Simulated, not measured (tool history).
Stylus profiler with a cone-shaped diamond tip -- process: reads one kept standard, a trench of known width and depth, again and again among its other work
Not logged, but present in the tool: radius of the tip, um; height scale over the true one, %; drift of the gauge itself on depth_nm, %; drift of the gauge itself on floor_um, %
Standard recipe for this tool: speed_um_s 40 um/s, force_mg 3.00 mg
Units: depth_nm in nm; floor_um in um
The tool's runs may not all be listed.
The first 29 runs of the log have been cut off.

run,hour,speed_um_s,force_mg,scans with this tip,hours of work since the height scale was calibrated,depth_nm,floor_um
30,371.3,63,2.42,4211,46,1013.03,95.04
31,390.1,40,6.79,4390,60,1026.35,95.15
32,407.2,26,2.30,4552,72,1012.45,95.10
33,416.3,73,7.32,4638,78,1027.73,95.03
34,435.3,26,2.99,4819,92,1014.51,95.07
35,449.5,26,2.99,4953,102,1014.82,95.00
36,462.8,68,1.89,5080,112,1010.79,94.80
37,474.8,68,1.89,5194,121,1010.63,94.86
38,491.4,31,1.70,5351,133,1010.00,94.95
39,508.8,125,1.39,5517,145,1008.88,94.51
40,525.6,125,1.39,5676,157,1008.87,94.41
41,543.4,125,1.39,5845,170,1008.57,94.37
42,551.4,125,1.39,5921,176,1008.63,94.42
43,559.9,117,5.82,6002,182,1023.59,94.69
44,577.5,117,5.82,6169,195,1023.43,94.68

Below are 5 alternative next runs, each starting from the tool's condition after run 44. Predict each:
A,586.4,117,8.79,6253,201,?,?
B,586.4,46,2.85,6253,201,?,?
C,586.4,75,1.14,6253,201,?,?
D,586.4,29,5.82,6253,201,?,?
E,586.4,32,5.78,6253,201,?,?

run,depth_nm,floor_um
A,1030.93,94.70
B,1014.07,94.80
C,1007.56,94.53
D,1023.38,94.87
E,1023.44,94.86
What these runs would have given with no unlogged condition in the tool:
run,depth_nm,floor_um
A,1031.62,95.76
B,1014.75,95.85
C,1008.23,95.58
D,1024.06,95.92
E,1024.12,95.91
